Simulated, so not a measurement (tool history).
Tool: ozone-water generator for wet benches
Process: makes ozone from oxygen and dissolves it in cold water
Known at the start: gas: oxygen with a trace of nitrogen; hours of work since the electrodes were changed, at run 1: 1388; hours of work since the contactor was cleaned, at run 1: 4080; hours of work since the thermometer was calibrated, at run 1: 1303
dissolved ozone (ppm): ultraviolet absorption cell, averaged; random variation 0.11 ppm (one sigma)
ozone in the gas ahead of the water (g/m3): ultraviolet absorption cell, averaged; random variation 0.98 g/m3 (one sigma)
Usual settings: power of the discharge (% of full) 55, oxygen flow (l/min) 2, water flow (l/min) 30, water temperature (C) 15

| run | hour | power of the discharge (% of full) | oxygen flow (l/min) | water flow (l/min) | water temperature (C) | hours of work since the electrodes were changed | hours of work since the contactor was cleaned | hours of work since the thermometer was calibrated | dissolved ozone (ppm) | ozone in the gas ahead of the water (g/m3) |
|---|---|---|---|---|---|---|---|---|---|---|
| 1 | 0 | 55 | 2 | 30 | 15 | 1388 | 4080 | 1303 | 7.5 | 163.6 |
| 2 | 27.7 | 55 | 2.21 | 30 | 15 | 1416 | 4107 | 1330 | 7.7 | 154.6 |
| 3 | 68.2 | 71 | 2 | 30 | 15 | 1455 | 4147 | 1370 | 8.8 | 189.1 |
| 4 | 109.4 | 55 | 2 | 30 | 15 | 1496 | 4187 | 1411 | 7.5 | 162.7 |
| 5 | 155.3 | 55 | 2 | 30 | 15 | 1541 | 4233 | 1456 | 7.4 | 162.5 |
| 6 | 200.1 | 55 | 2 | 30 | 15 | 1585 | 4277 | 1500 | 7.6 | 161.9 |
| 7 | 242.2 | 55 | 2 | 30 | 15 | 1627 | 4318 | 1541 | 7.6 | 161 |
| 8 | 279.2 | 55 | 2 | 30 | 15 | 1663 | 4355 | 1578 | 7.4 | 161.9 |
|  | 287.8 | contactor cleaned |
| 9 | 329 | 55 | 2 | 30 | 7 | 1708 | 41 | 1623 | 7.6 | 159.7 |
| 10 | 365.8 | 55 | 2 | 30 | 7 | 1745 | 77 | 1659 | 7.5 | 160.1 |
| 11 | 394.2 | 55 | 3.54 | 30 | 7 | 1773 | 105 | 1687 | 9.5 | 123.3 |
|  | 404.5 | contactor cleaned, once more |
| 12 | 445 | 55 | 3.54 | 30 | 7 | 1819 | 40 | 1733 | 9.8 | 121.8 |
| 13 | 471.2 | 84 | 2.72 | 44 | 19 | 1844 | 66 | 1759 | 7 | 176.5 |
| 14 | 515 | 84 | 2.72 | 44 | 19 | 1888 | 109 | 1802 | 7 | 174.6 |
| 15 | 566.7 | 55 | 1.79 | 30 | 15 | 1939 | 160 | 1853 | 7.2 | 169.1 |
| 16 | 590.5 | 55 | 1 | 30 | 15 | 1962 | 183 | 1877 | 6 | 224.2 |
| 17 | 640.8 | 56 | 2 | 30 | 7 | 2012 | 233 | 1926 | 7.9 | 162.5 |
| 18 | 667.1 | 70 | 3.01 | 30 | 7 | 2037 | 259 | 1952 | 10.5 | 149.4 |
| 19 | 717.6 | 55 | 2.37 | 21 | 15 | 2087 | 308 | 2002 | 11.4 | 147.2 |

The same runs without the tool's hidden state, with the same run-to-run variation:
The hidden state here: yield of the discharge, % of new electrodes'; contactor's efficiency, % of a clean one's; true water temperature over the reading, C; drift of the gauge itself on ozone_ppm, %; drift of the gauge itself on gas_g_m3, %.
| run | dissolved ozone (ppm) | ozone in the gas ahead of the water (g/m3) |
|---|---|---|
| 1 | 8.1 | 170.2 |
| 2 | 8.3 | 161.1 |
| 3 | 9.6 | 198.6 |
| 4 | 8.1 | 169.9 |
| 5 | 8 | 169.9 |
| 6 | 8.3 | 169.5 |
| 7 | 8.3 | 168.7 |
| 8 | 8.1 | 169.8 |
| 9 | 8.4 | 167.8 |
| 10 | 8.4 | 168.3 |
| 11 | 10.5 | 129.7 |
| 12 | 10.4 | 128.3 |
| 13 | 7.6 | 189 |
| 14 | 7.5 | 187.2 |
| 15 | 7.7 | 178.8 |
| 16 | 6.4 | 237.1 |
| 17 | 8.5 | 172.2 |
| 18 | 11.4 | 159.9 |
| 19 | 12.2 | 156.3 |

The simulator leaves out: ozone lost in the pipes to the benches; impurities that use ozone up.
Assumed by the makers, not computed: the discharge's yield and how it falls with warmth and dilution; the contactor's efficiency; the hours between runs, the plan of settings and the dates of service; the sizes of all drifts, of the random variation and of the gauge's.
